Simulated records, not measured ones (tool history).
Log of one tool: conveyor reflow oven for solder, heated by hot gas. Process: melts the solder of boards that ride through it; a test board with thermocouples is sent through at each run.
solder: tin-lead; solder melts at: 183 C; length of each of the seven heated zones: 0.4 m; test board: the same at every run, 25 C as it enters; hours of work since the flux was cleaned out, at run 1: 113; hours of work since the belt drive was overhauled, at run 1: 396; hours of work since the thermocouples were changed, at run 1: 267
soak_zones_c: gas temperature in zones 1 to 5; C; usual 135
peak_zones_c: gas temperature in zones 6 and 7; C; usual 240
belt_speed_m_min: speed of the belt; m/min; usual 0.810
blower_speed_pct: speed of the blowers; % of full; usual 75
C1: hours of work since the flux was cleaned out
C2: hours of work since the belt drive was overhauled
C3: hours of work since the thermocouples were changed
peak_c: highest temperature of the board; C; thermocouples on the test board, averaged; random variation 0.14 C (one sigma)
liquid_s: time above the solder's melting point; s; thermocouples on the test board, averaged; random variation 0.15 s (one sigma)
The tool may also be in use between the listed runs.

run 1 hour=0.0 | soak_zones_c=135 peak_zones_c=240 belt_speed_m_min=0.810 blower_speed_pct=75 | C1=113 C2=396 C3=267 | peak_c=220.4 liquid_s=45.2
run 2 hour=27.2 | soak_zones_c=135 peak_zones_c=240 belt_speed_m_min=0.810 blower_speed_pct=75 | C1=127 C2=410 C3=281 | peak_c=220.5 liquid_s=45.3
run 3 hour=62.0 | soak_zones_c=135 peak_zones_c=240 belt_speed_m_min=0.810 blower_speed_pct=75 | C1=145 C2=427 C3=298 | peak_c=220.0 liquid_s=45.3
run 4 hour=96.5 | soak_zones_c=135 peak_zones_c=240 belt_speed_m_min=0.810 blower_speed_pct=75 | C1=163 C2=445 C3=316 | peak_c=220.3 liquid_s=45.2
run 5 hour=148.1 | soak_zones_c=135 peak_zones_c=240 belt_speed_m_min=0.810 blower_speed_pct=75 | C1=189 C2=471 C3=342 | peak_c=220.1 liquid_s=45.2
run 6 hour=172.7 | soak_zones_c=135 peak_zones_c=240 belt_speed_m_min=0.810 blower_speed_pct=75 | C1=202 C2=484 C3=355 | peak_c=219.9 liquid_s=45.1
run 7 hour=223.3 | soak_zones_c=135 peak_zones_c=240 belt_speed_m_min=0.810 blower_speed_pct=75 | C1=227 C2=510 C3=381 | peak_c=219.8 liquid_s=45.1
run 8 hour=257.3 | soak_zones_c=135 peak_zones_c=240 belt_speed_m_min=0.810 blower_speed_pct=75 | C1=245 C2=527 C3=398 | peak_c=219.9 liquid_s=45.1
run 9 hour=288.9 | soak_zones_c=135 peak_zones_c=240 belt_speed_m_min=0.810 blower_speed_pct=75 | C1=261 C2=543 C3=414 | peak_c=219.6 liquid_s=44.9
run 10 hour=321.3 | soak_zones_c=126 peak_zones_c=240 belt_speed_m_min=0.810 blower_speed_pct=75 | C1=277 C2=560 C3=431 | peak_c=217.7 liquid_s=41.8
run 11 hour=346.1 | soak_zones_c=135 peak_zones_c=240 belt_speed_m_min=0.810 blower_speed_pct=73 | C1=290 C2=572 C3=443 | peak_c=219.1 liquid_s=44.7
run 12 hour=372.8 | soak_zones_c=135 peak_zones_c=240 belt_speed_m_min=0.810 blower_speed_pct=73 | C1=304 C2=586 C3=457 | peak_c=218.9 liquid_s=44.7
run 13 hour=407.5 | soak_zones_c=135 peak_zones_c=240 belt_speed_m_min=0.893 blower_speed_pct=75 | C1=321 C2=604 C3=475 | peak_c=215.7 liquid_s=38.0
run 14 hour=435.7 | soak_zones_c=135 peak_zones_c=240 belt_speed_m_min=0.710 blower_speed_pct=52 | C1=336 C2=618 C3=489 | peak_c=217.0 liquid_s=48.9
run 15 hour=458.5 | soak_zones_c=135 peak_zones_c=240 belt_speed_m_min=0.710 blower_speed_pct=52 | C1=347 C2=630 C3=501 | peak_c=216.5 liquid_s=49.1
run 16 hour=504.6 | soak_zones_c=135 peak_zones_c=240 belt_speed_m_min=0.710 blower_speed_pct=52 | C1=371 C2=653 C3=524 | peak_c=216.8 liquid_s=49.1
run 17 hour=528.2 | soak_zones_c=135 peak_zones_c=240 belt_speed_m_min=0.710 blower_speed_pct=52 | C1=383 C2=665 C3=536 | peak_c=216.6 liquid_s=48.9
-- hour=561.5 thermocouples of zones 6 and 7 changed
run 18 hour=565.8 | soak_zones_c=139 peak_zones_c=240 belt_speed_m_min=0.810 blower_speed_pct=74 | C1=401 C2=684 C3=2 | peak_c=218.0 liquid_s=45.0
run 19 hour=610.0 | soak_zones_c=139 peak_zones_c=240 belt_speed_m_min=0.810 blower_speed_pct=74 | C1=424 C2=706 C3=25 | peak_c=217.6 liquid_s=44.6
-- hour=638.3 flux residue cleaned out of gas plates and filters
run 20 hour=667.2 | soak_zones_c=135 peak_zones_c=238 belt_speed_m_min=0.810 blower_speed_pct=87 | C1=15 C2=733 C3=51 | peak_c=221.4 liquid_s=47.0
run 21 hour=700.2 | soak_zones_c=139 peak_zones_c=238 belt_speed_m_min=0.887 blower_speed_pct=57 | C1=32 C2=750 C3=68 | peak_c=209.2 liquid_s=35.0
run 22 hour=727.3 | soak_zones_c=130 peak_zones_c=240 belt_speed_m_min=0.810 blower_speed_pct=57 | C1=45 C2=763 C3=82 | peak_c=212.6 liquid_s=38.7
run 23 hour=755.3 | soak_zones_c=127 peak_zones_c=240 belt_speed_m_min=0.712 blower_speed_pct=57 | C1=60 C2=778 C3=96 | peak_c=217.4 liquid_s=47.5
run 24 hour=796.1 | soak_zones_c=127 peak_zones_c=240 belt_speed_m_min=0.942 blower_speed_pct=61 | C1=81 C2=799 C3=117 | peak_c=206.6 liquid_s=27.9

Measured less the same run without the tool's hidden state. The same run-to-run variation is in both; the gauge's scatter may not be:
The hidden state here: heat that the gas passes to the board, % of a clean oven's; belt's true speed, % of the reading; true gas temperature in zones 6 and 7 over the reading, C; drift of the gauge itself on peak_c, C; drift of the gauge itself on liquid_s, %.
run=1 peak_c=+0.4 liquid_s=+0.7
run=2 peak_c=+0.4 liquid_s=+0.6
run=3 peak_c=+0.3 liquid_s=+0.6
run=4 peak_c=+0.3 liquid_s=+0.6
run=5 peak_c=+0.1 liquid_s=+0.6
run=6 peak_c=+0.1 liquid_s=+0.6
run=7 peak_c=+0.0 liquid_s=+0.4
run=8 peak_c=-0.1 liquid_s=+0.4
run=9 peak_c=-0.1 liquid_s=+0.4
run=10 peak_c=-0.3 liquid_s=+0.3
run=11 peak_c=-0.2 liquid_s=+0.4
run=12 peak_c=-0.3 liquid_s=+0.3
run=13 peak_c=-0.6 liquid_s=+0.0
run=14 peak_c=+0.3 liquid_s=+0.8
run=15 peak_c=+0.2 liquid_s=+0.8
run=16 peak_c=+0.2 liquid_s=+0.8
run=17 peak_c=+0.1 liquid_s=+0.8
run=18 peak_c=-2.6 liquid_s=-0.9
run=19 peak_c=-2.6 liquid_s=-1.0
run=20 peak_c=+0.3 liquid_s=+1.2
run=21 peak_c=+0.5 liquid_s=+1.2
run=22 peak_c=+0.5 liquid_s=+1.2
run=23 peak_c=+0.5 liquid_s=+1.4
run=24 peak_c=+0.4 liquid_s=+0.9

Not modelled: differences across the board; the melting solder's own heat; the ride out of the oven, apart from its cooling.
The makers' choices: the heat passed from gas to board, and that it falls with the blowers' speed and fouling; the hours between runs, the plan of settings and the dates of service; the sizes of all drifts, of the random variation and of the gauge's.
